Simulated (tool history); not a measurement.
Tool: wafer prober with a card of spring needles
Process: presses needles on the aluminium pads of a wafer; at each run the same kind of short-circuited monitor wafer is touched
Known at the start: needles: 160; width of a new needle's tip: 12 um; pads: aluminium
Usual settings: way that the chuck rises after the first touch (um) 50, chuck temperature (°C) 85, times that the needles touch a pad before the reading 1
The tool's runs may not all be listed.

run	hour	way that the chuck rises after the first touch (um)	chuck temperature (°C)	times that the needles touch a pad before the reading	resistance of one needle with its contact and lead (mohm)	way that a needle slides on the pad (um)
1	0.0	50	85	1	445	12.56
# hour 17.1: tips cleaned on abrasive film
# hour 65.0: tips cleaned on abrasive film
2	95.4	50	85	1	421	12.53
# hour 111.5: tips cleaned on abrasive film
3	151.7	50	74	1	466	12.48
# hour 162.2: tips cleaned on abrasive film
# hour 214.5: tips cleaned on abrasive film
4	221.4	50	74	1	335	12.36
# hour 267.4: tips cleaned on abrasive film
5	272.9	50	74	1	328	12.39
# hour 318.7: tips cleaned on abrasive film
# hour 319.0: height of the first contact set anew
6	359.6	50	74	1	471	12.11
# hour 365.9: tips cleaned on abrasive film
# hour 415.8: tips cleaned on abrasive film
7	440.4	50	74	1	416	12.12
# hour 464.3: tips cleaned on abrasive film
8	487.5	50	74	1	441	12.06
# hour 511.3: tips cleaned on abrasive film
9	531.6	50	78	1	416	12.04
# hour 560.4: tips cleaned on abrasive film
10	595.2	50	78	1	470	11.99

Forecast run 11:
# hour 607.6: tips cleaned on abrasive film
# hour 628.7: height of the first contact set anew, once more
# hour 661.0: tips cleaned on abrasive film
11	688.5	59	39	1	?	?

resistance of one needle with its contact and lead (mohm): 375
way that a needle slides on the pad (um): 15.46
Without the tool's hidden state the same run would have given resistance of one needle with its contact and lead (mohm) 245, way that a needle slides on the pad (um) 15.48.

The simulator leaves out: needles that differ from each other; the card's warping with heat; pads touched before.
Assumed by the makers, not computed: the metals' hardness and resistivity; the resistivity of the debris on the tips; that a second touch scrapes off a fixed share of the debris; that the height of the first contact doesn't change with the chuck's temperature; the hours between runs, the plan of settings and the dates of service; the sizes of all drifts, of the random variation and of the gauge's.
